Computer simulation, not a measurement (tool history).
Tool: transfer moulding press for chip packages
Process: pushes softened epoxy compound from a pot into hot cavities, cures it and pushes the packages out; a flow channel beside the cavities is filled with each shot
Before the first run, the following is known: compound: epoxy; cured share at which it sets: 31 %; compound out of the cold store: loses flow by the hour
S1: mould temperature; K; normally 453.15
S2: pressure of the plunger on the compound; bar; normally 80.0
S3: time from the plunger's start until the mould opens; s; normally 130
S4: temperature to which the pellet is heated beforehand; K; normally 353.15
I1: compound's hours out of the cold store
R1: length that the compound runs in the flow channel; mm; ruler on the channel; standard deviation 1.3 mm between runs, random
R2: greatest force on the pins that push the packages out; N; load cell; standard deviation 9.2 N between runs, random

run 1 hour=0.0 | S1=453.15 S2=80.0 S3=130 S4=353.15 | I1=8.8 | R1=656 R2=758
-- hour=6.6 cavities cleaned with cleaning compound and waxed
run 2 hour=41.8 | S1=453.15 S2=80.0 S3=130 S4=353.15 | I1=8.9 | R1=653 R2=967
-- hour=87.1 cavities cleaned with cleaning compound and waxed
run 3 hour=101.8 | S1=453.15 S2=80.0 S3=130 S4=353.15 | I1=37.9 | R1=554 R2=496
run 4 hour=147.9 | S1=453.15 S2=60.6 S3=130 S4=353.15 | I1=41.7 | R1=469 R2=708
-- hour=166.7 cavities cleaned with cleaning compound and waxed
-- hour=177.6 cavities cleaned with cleaning compound and waxed, once more
run 5 hour=181.4 | S1=453.15 S2=80.0 S3=170 S4=353.15 | I1=26.2 | R1=590 R2=387
run 6 hour=224.1 | S1=453.15 S2=80.0 S3=155 S4=353.15 | I1=14.6 | R1=628 R2=564
-- hour=257.8 cavities cleaned with cleaning compound and waxed
-- hour=275.6 plunger's sealing rings changed
run 7 hour=280.2 | S1=453.15 S2=80.0 S3=155 S4=353.15 | I1=45.5 | R1=545 R2=478
run 8 hour=314.7 | S1=453.15 S2=80.0 S3=155 S4=353.15 | I1=9.3 | R1=662 R2=613
-- hour=343.2 cavities cleaned with cleaning compound and waxed
run 9 hour=378.7 | S1=453.15 S2=80.0 S3=155 S4=353.15 | I1=10.8 | R1=655 R2=542
-- hour=426.5 cavities cleaned with cleaning compound and waxed
run 10 hour=430.8 | S1=453.15 S2=80.0 S3=155 S4=353.15 | I1=41.0 | R1=555 R2=399
run 11 hour=489.5 | S1=453.15 S2=90.9 S3=130 S4=353.15 | I1=39.1 | R1=594 R2=709
-- hour=506.5 cavities cleaned with cleaning compound and waxed
run 12 hour=550.2 | S1=453.15 S2=90.9 S3=130 S4=353.15 | I1=29.3 | R1=624 R2=665
-- hour=587.3 cavities cleaned with cleaning compound and waxed
run 13 hour=604.1 | S1=453.15 S2=80.0 S3=125 S4=353.15 | I1=42.6 | R1=544 R2=551
-- hour=629.8 mould's thermocouples calibrated
run 14 hour=634.9 | S1=453.15 S2=65.3 S3=130 S4=353.15 | I1=24.9 | R1=538 R2=668
-- hour=670.5 cavities cleaned with cleaning compound and waxed
run 15 hour=674.3 | S1=459.15 S2=79.1 S3=130 S4=353.15 | I1=21.2 | R1=585 R2=375
run 16 hour=708.6 | S1=447.15 S2=80.0 S3=147 S4=344.15 | I1=23.6 | R1=620 R2=729
run 17 hour=743.9 | S1=447.15 S2=84.0 S3=147 S4=344.15 | I1=39.1 | R1=583 R2=813
-- hour=751.9 cavities cleaned with cleaning compound and waxed
run 18 hour=805.7 | S1=458.15 S2=81.6 S3=151 S4=344.15 | I1=23.7 | R1=586 R2=571
-- hour=833.1 cavities cleaned with cleaning compound and waxed
run 19 hour=859.5 | S1=458.15 S2=64.5 S3=110 S4=344.15 | I1=47.1 | R1=457 R2=558
-- hour=912.9 cavities cleaned with cleaning compound and waxed
run 20 hour=918.3 | S1=458.15 S2=64.5 S3=110 S4=344.15 | I1=10.8 | R1=555 R2=523
-- hour=943.5 plunger's sealing rings changed
run 21 hour=959.3 | S1=453.15 S2=80.0 S3=130 S4=356.15 | I1=21.7 | R1=621 R2=685
-- hour=998.5 cavities cleaned with cleaning compound and waxed
run 22 hour=1011.7 | S1=453.15 S2=80.0 S3=130 S4=356.15 | I1=18.4 | R1=632 R2=504
run 23 hour=1046.3 | S1=459.15 S2=80.0 S3=130 S4=353.15 | I1=19.3 | R1=607 R2=560
-- hour=1081.1 cavities cleaned with cleaning compound and waxed
run 24 hour=1084.5 | S1=458.15 S2=89.6 S3=137 S4=353.15 | I1=31.8 | R1=600 R2=380
run 25 hour=1124.2 | S1=458.15 S2=89.6 S3=137 S4=353.15 | I1=12.9 | R1=664 R2=543

Expected results for the next run?
-- hour=1160.3 cavities cleaned with cleaning compound and waxed
run 26 hour=1163.0 | S1=448.15 S2=70.5 S3=114 S4=350.15 | I1=32.2 | R1=? R2=?

For run 26 the tool returned R1 561 mm, R2 784 N.
With the hidden condition absent and the run-to-run variation left alone, this run would have shown R1 568 mm, R2 720 N.
